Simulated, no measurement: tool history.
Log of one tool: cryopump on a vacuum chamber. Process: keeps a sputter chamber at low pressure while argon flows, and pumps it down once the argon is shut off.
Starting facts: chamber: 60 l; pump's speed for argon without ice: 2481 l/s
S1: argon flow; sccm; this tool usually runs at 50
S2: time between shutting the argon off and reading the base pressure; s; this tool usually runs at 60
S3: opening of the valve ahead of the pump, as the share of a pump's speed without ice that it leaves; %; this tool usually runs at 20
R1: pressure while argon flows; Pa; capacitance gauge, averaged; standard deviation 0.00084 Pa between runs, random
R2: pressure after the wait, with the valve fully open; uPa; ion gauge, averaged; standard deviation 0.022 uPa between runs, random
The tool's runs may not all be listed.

run    hour  S1   S2  S3      R1    R2
  1     0.0  50   60  20  0.1708  0.77
  2    86.3  50   60  20  0.1717  0.76
  3   131.5  25   60  20  0.0871  0.77
  4   179.7  25   60  20  0.0877  0.82
  5   250.4  50   60  47  0.0784  0.84
  6   341.6  50   60  47  0.0805  0.90
      418.9  -- pump warmed up, emptied and cooled again
  7   422.2  50   60  47  0.0729  0.81
  8   504.0  50   60  47  0.0752  0.87
  9   586.6  50   60  47  0.0767  0.91
 10   670.0  50   60  47  0.0786  0.94
 11   739.0  50   60  25  0.1443  0.94
 12   781.4  50   60  25  0.1434  0.97
      814.0  -- leaking fittings of the chamber tightened, without venting
 13   837.5  50   60  25  0.1463  0.72
      871.4  -- pump warmed up, emptied and cooled again
 14   892.6  50   24  25  0.1372  1.46
 15   944.1  50   60  18  0.1908  0.69
 16  1009.2  37   26  20  0.1282  1.42
 17  1081.9  37   26  20  0.1301  1.37
 18  1172.1  37   26  20  0.1303  1.46
 19  1239.5  37   26  20  0.1325  1.50
     1325.8  -- pump warmed up, emptied and cooled again
 20  1341.0  31  119  20  0.1059  0.47
 21  1380.4  75   31  16  0.3228  1.22
 22  1446.6  75   28  40  0.1317  1.38
 23  1511.0  75   28  40  0.1355  1.41
 24  1576.4  75   28  40  0.1362  1.39
 25  1623.2  31  150  21  0.1039  0.54
 26  1713.9  31  150  21  0.1057  0.56
     1777.6  -- pump warmed up, emptied and cooled again
 27  1786.0  44   60  20  0.1504  0.85
 28  1845.8  44   24  23  0.1325  1.62
 29  1919.6  77   51  20  0.2681  0.98

4 ways to go on from here, each from the tool as it stands after run 29. What would each give?
  A  1990.6  31  148  19   ?   ?
  B  1990.6  40  281  20   ?   ?
  C  1990.6  27   60  26   ?   ?
  D  1990.6  39   60  28   ?   ?

run      R1    R2
  A  0.1154  0.59
  B  0.1401  0.51
  C  0.0735  0.92
  D  0.0989  0.90
Had the tool no hidden state, the same runs would have come out as:
run      R1    R2
  A  0.1121  0.32
  B  0.1358  0.24
  C  0.0706  0.65
  D  0.0947  0.63
